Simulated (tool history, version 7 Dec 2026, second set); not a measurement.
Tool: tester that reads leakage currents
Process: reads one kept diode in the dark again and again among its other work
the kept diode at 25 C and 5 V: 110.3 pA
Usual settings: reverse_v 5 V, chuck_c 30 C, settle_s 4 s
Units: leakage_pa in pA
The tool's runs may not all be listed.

Run 1, hour 0: usual settings. Result: leakage_pa 181.52 pA.
Run 2, hour 205.7: usual settings but settle_s 3.62 s. Result: leakage_pa 184.8 pA.
Run 3, hour 307.1: usual settings but reverse_v 1.41 V. Result: leakage_pa 105.41 pA.
Run 4, hour 507.7: usual settings but reverse_v 1.41 V. Result: leakage_pa 107.12 pA.
At hour 528.6: chuck's temperature calibrated.
Run 5, hour 701.9: usual settings but reverse_v 1.41 V. Result: leakage_pa 91.87 pA.
Run 6, hour 918.9: usual settings but reverse_v 1.41 V. Result: leakage_pa 93.85 pA.
Run 7, hour 1088.9: usual settings but reverse_v 1.41 V. Result: leakage_pa 95.04 pA.
Run 8, hour 1263.3: usual settings but reverse_v 1.41 V. Result: leakage_pa 97.1 pA.
Run 9, hour 1395: usual settings but reverse_v 1.41 V. Result: leakage_pa 98.05 pA.
Run 10, hour 1607.5: usual settings but chuck_c 51 C. Result: leakage_pa 729.91 pA.
Run 11, hour 1765.4: usual settings but chuck_c 34 C. Result: leakage_pa 237.93 pA.
Run 12, hour 1929.5: usual settings but chuck_c 34 C. Result: leakage_pa 241.51 pA.
Run 13, hour 2072.1: usual settings but chuck_c 34 C. Result: leakage_pa 243.33 pA.
Run 14, hour 2223.2: usual settings but chuck_c 34 C. Result: leakage_pa 248.49 pA.
At hour 2283.7: chuck's temperature calibrated.
Run 15, hour 2402.7: usual settings. Result: leakage_pa 165.84 pA.
Run 16, hour 2504.3: usual settings. Result: leakage_pa 168.13 pA.
Run 17, hour 2658.6: usual settings but reverse_v 2.32 V, chuck_c 24 C, settle_s 1.4 s. Result: leakage_pa 77.03 pA.
Run 18, hour 2805.3: usual settings but reverse_v 3.77 V, chuck_c 31 C, settle_s 1.93 s. Result: leakage_pa 162.1 pA.

Forecast run 19:
Run 19, hour 2969.8: usual settings but reverse_v 3.77 V, chuck_c 31 C, settle_s 3.13 s. Result: leakage_pa ?.

Run 19 gave leakage_pa 165.81 pA.
Without the tool's hidden state the same run would have given leakage_pa 152.67 pA.
